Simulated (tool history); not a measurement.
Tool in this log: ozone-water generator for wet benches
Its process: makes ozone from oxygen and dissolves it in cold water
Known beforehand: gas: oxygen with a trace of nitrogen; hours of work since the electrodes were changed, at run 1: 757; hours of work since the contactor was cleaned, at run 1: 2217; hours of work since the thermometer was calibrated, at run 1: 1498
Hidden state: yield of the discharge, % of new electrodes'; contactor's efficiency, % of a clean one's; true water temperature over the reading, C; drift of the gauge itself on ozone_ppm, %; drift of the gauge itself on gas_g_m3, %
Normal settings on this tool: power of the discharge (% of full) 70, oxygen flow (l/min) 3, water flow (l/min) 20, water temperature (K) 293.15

run   hour  power of the discharge (% of full)  oxygen flow (l/min)  water flow (l/min)  water temperature (K)  hours of work since the electrodes were changed  hours of work since the contactor was cleaned  hours of work since the thermometer was calibrated  dissolved ozone (ppm)  ozone in the gas ahead of the water (g/m3)
  1      0                                  70                    3                  20                 293.15                                              757                                           2217                                                1498                   15.7                                       198.7
  2   25.2                                  70                    3                  20                 290.15                                              775                                           2234                                                1516                     16                                       197.2
  3   46.6                                  70                    3                  20                 290.15                                              789                                           2249                                                1530                     16                                       198.5
  4   59.4                                  70                    3                  20                 290.15                                              798                                           2258                                                1539                   16.1                                       200.3
  5   79.6                                  70                    3                  20                 290.15                                              812                                           2272                                                1553                   16.3                                         199
  6   93.8                                  70                    3                  20                 290.15                                              822                                           2282                                                1563                   15.7                                       200.1
  7  123.5                                  70                    3                  23                 290.15                                              843                                           2302                                                1584                     14                                         198
  8  143.4                                  70                    3                  23                 290.15                                              857                                           2316                                                1598                   13.7                                       198.4
  9  170.2                                  70                    3                  31                 293.15                                              875                                           2335                                                1616                    9.9                                       198.6
 10  201.2                                  92                    3                  20                 293.15                                              897                                           2356                                                1638                   18.6                                       240.6
 11  229.2                                  70                    3                  29                 293.15                                              916                                           2376                                                1657                   10.7                                       199.2
 12  247.3                                  70                    3                  29                 293.15                                              929                                           2388                                                1670                   10.5                                       200.8
 13  265.4                                  70                    3                  29                 293.15                                              941                                           2401                                                1682                   10.5                                       200.7
 14    290                                  70                    3                  29                 293.15                                              958                                           2418                                                1699                   10.8                                       201.2
 15  308.4                                  70                    3                  20                 293.15                                              971                                           2431                                                1712                   15.7                                       201.5
 16  336.6                                  70                    3                  20                 293.15                                              990                                           2450                                                1731                   15.7                                       202.8
 17  365.1                                  70                    3                  13                 293.15                                             1010                                           2470                                                1751                   22.6                                       200.2
 18  389.1                                  75                    3                  13                 295.15                                             1027                                           2486                                                1768                   22.8                                       212.5
 19  404.6                                  89                 1.61                  13                 295.15                                             1038                                           2497                                                1779                   22.2                                       304.2
 20  425.6                                  70                 2.47                  24                 293.15                                             1052                                           2512                                                1793                   12.1                                       217.1
 21  440.2                                  86                 4.47                  20                 293.15                                             1062                                           2522                                                1803                   19.6                                       198.9
 22  461.8                                  70                 4.42                  22                 300.15                                             1077                                           2537                                                1818                   14.4                                       174.3
 23    492                                  70                 4.42                  22                 300.15                                             1098                                           2558                                                1839                   14.2                                       175.2
 24  507.5                                  70                 4.42                  22                 299.15                                             1109                                           2569                                                1850                   14.3                                       173.8
 25  529.3                                  59                 3.09                  26                 300.15                                             1124                                           2584                                                1865                   10.4                                         180
 26  553.9                                  70                 2.99                  20                 293.15                                             1141                                           2601                                                1882                   15.7                                       204.9
 27  573.7                                  70                    3                  28                 293.15                                             1155                                           2614                                                1896                   11.1                                       203.6
     589.6  -- gauge calibrated
 28  594.6                                  56                 2.48                  28                 294.15                                             1169                                           2629                                                1910                    8.8                                       186.2
 29  617.6                                  41                 3.41                  31                 288.15                                             1185                                           2645                                                1926                    7.4                                       132.9
 30  630.7                                  60                 3.41                  15                 289.15                                             1194                                           2654                                                1935                   19.6                                       170.3
 31  644.4                                  49                 3.41                  15                 290.15                                             1204                                           2663                                                1945                   16.9                                       149.5
 32  669.9                                  59                    3                  20                 291.15                                             1221                                           2681                                                1962                   14.3                                       177.3
 33    693                                  59                    3                  23                 297.15                                             1237                                           2697                                                1978                   11.6                                       176.7

4 options for the next run, each taken on its own from the tool as it stands now. Forecast them:
  A  720.4                                  88                    3                  15                 289.15                                             1256                                           2716                                                1997                      ?                                           ?
  B  720.4                                  70                 3.69                  24                 293.15                                             1256                                           2716                                                1997                      ?                                           ?
  C  720.4                                  59                    3                  17                 291.15                                             1256                                           2716                                                1997                      ?                                           ?
  D  720.4                                  59                 2.69                  20                 293.15                                             1256                                           2716                                                1997                      ?                                           ?

run  dissolved ozone (ppm)  ozone in the gas ahead of the water (g/m3)
  A                   24.9                                       231.2
  B                   13.6                                       182.6
  C                   16.5                                       178.3
  D                   13.6                                       186.6
The same runs, with their run-to-run variation unchanged, on a tool lacking any hidden condition would have given:
run  dissolved ozone (ppm)  ozone in the gas ahead of the water (g/m3)
  A                   24.9                                       229.9
  B                   13.6                                       181.6
  C                   16.5                                       177.2
  D                   13.6                                       185.4

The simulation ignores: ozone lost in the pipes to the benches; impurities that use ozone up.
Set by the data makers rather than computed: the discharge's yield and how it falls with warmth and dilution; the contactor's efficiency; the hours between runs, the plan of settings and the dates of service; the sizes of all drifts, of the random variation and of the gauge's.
